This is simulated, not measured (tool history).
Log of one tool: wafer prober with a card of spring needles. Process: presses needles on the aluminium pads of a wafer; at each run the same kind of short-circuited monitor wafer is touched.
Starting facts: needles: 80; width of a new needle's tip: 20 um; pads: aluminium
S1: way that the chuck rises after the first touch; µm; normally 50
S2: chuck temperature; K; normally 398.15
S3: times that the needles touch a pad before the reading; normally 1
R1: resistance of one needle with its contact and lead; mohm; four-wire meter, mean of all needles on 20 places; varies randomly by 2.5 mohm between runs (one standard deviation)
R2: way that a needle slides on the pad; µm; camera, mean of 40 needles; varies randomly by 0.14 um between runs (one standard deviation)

run,day,S1,S2,S3,R1,R2
1,0.000,50,398.15,1,410,10.04
# day 0.071: tips cleaned on abrasive film
2,0.179,51,398.15,1,382,10.06
# day 0.258: tips cleaned on abrasive film
3,0.421,43,398.15,1,479,8.17
# day 0.446: tips cleaned on abrasive film
# day 0.633: tips cleaned on abrasive film
4,0.704,43,398.15,1,397,8.14
# day 0.829: tips cleaned on abrasive film
5,0.983,43,398.15,1,466,8.14
# day 1.012: tips cleaned on abrasive film
# day 1.200: tips cleaned on abrasive film
6,1.288,50,398.15,1,381,9.67
# day 1.383: tips cleaned on abrasive film
# day 1.571: tips cleaned on abrasive film
7,1.654,50,398.15,1,377,9.91
# day 1.750: tips cleaned on abrasive film
# day 1.929: tips cleaned on abrasive film
8,1.929,50,398.15,1,317,9.64
# day 2.138: tips cleaned on abrasive film
9,2.242,50,398.15,1,395,9.83
# day 2.333: tips cleaned on abrasive film
# day 2.508: tips cleaned on abrasive film
10,2.508,67,398.15,1,294,13.38
# day 2.700: tips cleaned on abrasive film
11,2.742,67,398.15,1,312,13.21
# day 2.875: tips cleaned on abrasive film
# day 3.075: tips cleaned on abrasive film
12,3.129,50,398.15,1,363,9.58
# day 3.275: tips cleaned on abrasive film
13,3.371,50,398.15,1,400,9.56
# day 3.412: height of the first contact set anew
# day 3.496: tips cleaned on abrasive film
# day 3.671: tips cleaned on abrasive film
14,3.688,50,398.15,1,339,8.26
# day 3.850: tips cleaned on abrasive film
# day 4.033: tips cleaned on abrasive film
15,4.067,50,398.15,1,346,8.26

Run 16 comes next. What will it give?
# day 4.229: tips cleaned on abrasive film
16,4.371,50,312.15,1,?,?

{"run 16": {"R1": 464, "R2": 8.13}}
The same run, on a tool lacking any hidden state, would have yielded R1 263 mohm, R2 11.74 µm.
